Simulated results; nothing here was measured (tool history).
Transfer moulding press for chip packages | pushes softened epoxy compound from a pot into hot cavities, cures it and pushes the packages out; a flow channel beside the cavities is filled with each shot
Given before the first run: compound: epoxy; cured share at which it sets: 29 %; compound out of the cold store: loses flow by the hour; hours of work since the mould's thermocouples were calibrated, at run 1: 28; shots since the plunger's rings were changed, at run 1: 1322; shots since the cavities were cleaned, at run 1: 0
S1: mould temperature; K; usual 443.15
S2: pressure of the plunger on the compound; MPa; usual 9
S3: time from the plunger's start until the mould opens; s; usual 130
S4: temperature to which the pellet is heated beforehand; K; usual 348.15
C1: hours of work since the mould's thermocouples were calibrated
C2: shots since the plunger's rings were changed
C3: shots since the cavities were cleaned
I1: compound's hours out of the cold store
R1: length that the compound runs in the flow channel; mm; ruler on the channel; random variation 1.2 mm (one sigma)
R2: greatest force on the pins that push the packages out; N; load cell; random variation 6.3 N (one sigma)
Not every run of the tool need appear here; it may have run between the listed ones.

run	day	S1	S2	S3	S4	C1	C2	C3	I1	R1	R2
1	0	443.15	9	130	348.15	28	1322	0	36.7	624	229
2	0.383	443.15	9	156	348.15	36	1428	106	38.9	621	281
3	0.983	443.15	9.55	130	348.15	47	1592	270	27.5	662	376
4	1.696	443.15	9	117	348.15	61	1788	466	42	611	450
5	2.158	443.15	9	143	348.15	69	1916	594	37.2	623	378
# day 2.279: cavities cleaned with cleaning compound and waxed
6	2.683	443.15	9	143	348.15	78	2042	111	31.7	632	438
7	3.017	443.15	9	143	348.15	84	2134	203	47.9	600	427
8	3.383	443.15	9	143	348.15	91	2235	304	32	630	429
9	3.808	443.15	9	143	348.15	99	2351	420	10.2	677	423
# day 4.233: cavities cleaned with cleaning compound and waxed, once more
10	4.288	443.15	9	130	348.15	107	2466	15	15.9	664	273
11	4.646	443.15	9	130	348.15	114	2563	112	32.8	629	318
12	5.317	443.15	9	130	349.15	127	2748	297	21.5	649	387
13	6.033	443.15	9	130	349.15	140	2944	493	38.7	615	419
14	6.396	438.15	6.95	123	349.15	147	3044	593	11.1	601	639
# day 6.521: cavities cleaned with cleaning compound and waxed
15	7.021	438.15	6.95	123	349.15	158	3199	138	38.6	549	464
16	7.512	440.15	10.03	111	357.15	167	3333	272	37.2	658	546
17	8.021	451.15	9	130	349.15	177	3473	412	11.2	651	356
18	8.533	451.15	9	130	349.15	187	3614	553	18.6	634	386

What will run 19 give?
# day 8.829: cavities cleaned with cleaning compound and waxed
19	9.138	441.15	9.59	130	343.15	197	3763	84	27.8	?	?

Logged for run 19: R1 657 mm, R2 334 N.
With the hidden condition absent and the run-to-run variation left alone, this run would have shown R1 675 mm, R2 271 N.
